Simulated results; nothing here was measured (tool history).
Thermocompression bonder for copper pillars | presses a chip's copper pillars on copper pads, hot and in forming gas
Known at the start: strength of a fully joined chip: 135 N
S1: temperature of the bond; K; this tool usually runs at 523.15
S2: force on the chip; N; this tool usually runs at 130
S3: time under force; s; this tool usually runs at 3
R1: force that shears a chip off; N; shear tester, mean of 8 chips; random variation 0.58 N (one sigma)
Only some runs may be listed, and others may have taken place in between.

{"run": 1, "hour": 0.0, "S1": 523.15, "S2": 130, "S3": 3, "R1": 50.5}
{"run": 2, "hour": 18.6, "S1": 523.15, "S2": 130, "S3": 3, "R1": 49.9}
{"run": 3, "hour": 39.7, "S1": 523.15, "S2": 130, "S3": 3, "R1": 51.9}
{"run": 4, "hour": 64.7, "S1": 523.15, "S2": 117, "S3": 3, "R1": 47.6}
{"run": 5, "hour": 89.6, "S1": 543.15, "S2": 130, "S3": 3, "R1": 66.4}
{"run": 6, "hour": 108.8, "S1": 543.15, "S2": 130, "S3": 3, "R1": 66.3}
{"run": 7, "hour": 123.0, "S1": 523.15, "S2": 178, "S3": 3, "R1": 60.1}
{"hour": 142.4, "done": "forming gas filter changed"}
{"run": 8, "hour": 144.9, "S1": 523.15, "S2": 130, "S3": 3, "R1": 53.3}
{"run": 9, "hour": 156.2, "S1": 523.15, "S2": 130, "S3": 7, "R1": 72.4}
{"run": 10, "hour": 175.1, "S1": 523.15, "S2": 130, "S3": 3, "R1": 52.8}
{"run": 11, "hour": 196.8, "S1": 523.15, "S2": 130, "S3": 3, "R1": 52.7}
{"run": 12, "hour": 218.4, "S1": 523.15, "S2": 130, "S3": 3, "R1": 53.5}
{"run": 13, "hour": 229.2, "S1": 523.15, "S2": 130, "S3": 3, "R1": 52.8}
{"run": 14, "hour": 251.1, "S1": 502.15, "S2": 130, "S3": 3, "R1": 37.4}
{"run": 15, "hour": 262.1, "S1": 502.15, "S2": 130, "S3": 3, "R1": 37.5}
{"run": 16, "hour": 277.0, "S1": 502.15, "S2": 130, "S3": 3, "R1": 37.9}
{"run": 17, "hour": 297.6, "S1": 519.15, "S2": 130, "S3": 3, "R1": 50.7}
{"run": 18, "hour": 321.9, "S1": 519.15, "S2": 130, "S3": 3, "R1": 50.5}
{"run": 19, "hour": 339.9, "S1": 519.15, "S2": 130, "S3": 3, "R1": 49.8}
{"run": 20, "hour": 361.7, "S1": 521.15, "S2": 130, "S3": 3, "R1": 51.1}
{"run": 21, "hour": 380.1, "S1": 546.15, "S2": 154, "S3": 2, "R1": 68.1}
{"run": 22, "hour": 401.9, "S1": 544.15, "S2": 146, "S3": 3, "R1": 72.6}
{"run": 23, "hour": 418.3, "S1": 544.15, "S2": 146, "S3": 3, "R1": 74.1}
{"run": 24, "hour": 431.0, "S1": 544.15, "S2": 146, "S3": 3, "R1": 72.9}
{"run": 25, "hour": 441.4, "S1": 544.15, "S2": 113, "S3": 8, "R1": 88.1}
{"run": 26, "hour": 463.9, "S1": 518.15, "S2": 149, "S3": 4, "R1": 58.1}
{"run": 27, "hour": 487.6, "S1": 523.15, "S2": 129, "S3": 4, "R1": 57.5}
{"hour": 490.4, "done": "force cell calibrated"}
{"run": 28, "hour": 512.8, "S1": 523.15, "S2": 100, "S3": 5, "R1": 55.7}
{"run": 29, "hour": 532.1, "S1": 540.15, "S2": 124, "S3": 5, "R1": 76.3}
{"hour": 545.9, "done": "force cell calibrated, once more"}
{"run": 30, "hour": 550.2, "S1": 540.15, "S2": 124, "S3": 5, "R1": 76.1}
{"run": 31, "hour": 565.0, "S1": 505.15, "S2": 124, "S3": 5, "R1": 48.1}
{"run": 32, "hour": 577.0, "S1": 505.15, "S2": 190, "S3": 7, "R1": 66.5}
{"run": 33, "hour": 595.4, "S1": 505.15, "S2": 190, "S3": 7, "R1": 67.6}
{"run": 34, "hour": 617.1, "S1": 505.15, "S2": 190, "S3": 7, "R1": 66.9}
{"run": 35, "hour": 633.7, "S1": 532.15, "S2": 123, "S3": 2, "R1": 50.1}
{"run": 36, "hour": 654.9, "S1": 526.15, "S2": 114, "S3": 2, "R1": 44.0}
{"run": 37, "hour": 677.2, "S1": 503.15, "S2": 96, "S3": 2, "R1": 26.8}
{"run": 38, "hour": 694.4, "S1": 545.15, "S2": 152, "S3": 3, "R1": 74.9}
{"run": 39, "hour": 708.6, "S1": 537.15, "S2": 91, "S3": 3, "R1": 52.8}

Hidden state or all else? Some run-to-run changes of R1, split into what the settings, what came in and random variation would give without the hidden state, and what is left for the hidden state (with any gauge scatter that isn't in both results):
The hidden state here: true temperature of the bond over the reading, C; force that reaches the chip, % of what is set; oxide that the forming gas leaves, % of the face; drift of the gauge itself on shear_n, %.
Run 4 -> 5: S1 523.15 -> 543.15, S2 117 -> 130. R1 +18.8 N: hidden state -0.9, all else +19.7.
Run 7 -> 8: S2 178 -> 130, forming gas filter changed. R1 -6.8 N: hidden state +3.3, all else -10.1.
Run 25 -> 26: S1 544.15 -> 518.15, S2 113 -> 149, S3 8 -> 4. R1 -30.0 N: hidden state +0.7, all else -30.7.
Run 29 -> 30: force cell calibrated, once more. R1 -0.2 N: hidden state +0.9, all else -1.1.
Run 30 -> 31: S1 540.15 -> 505.15. R1 -28.0 N: hidden state +0.7, all else -28.7.
Run 37 -> 38: S1 503.15 -> 545.15, S2 96 -> 152, S3 2 -> 3. R1 +48.1 N: hidden state -0.7, all else +48.8.

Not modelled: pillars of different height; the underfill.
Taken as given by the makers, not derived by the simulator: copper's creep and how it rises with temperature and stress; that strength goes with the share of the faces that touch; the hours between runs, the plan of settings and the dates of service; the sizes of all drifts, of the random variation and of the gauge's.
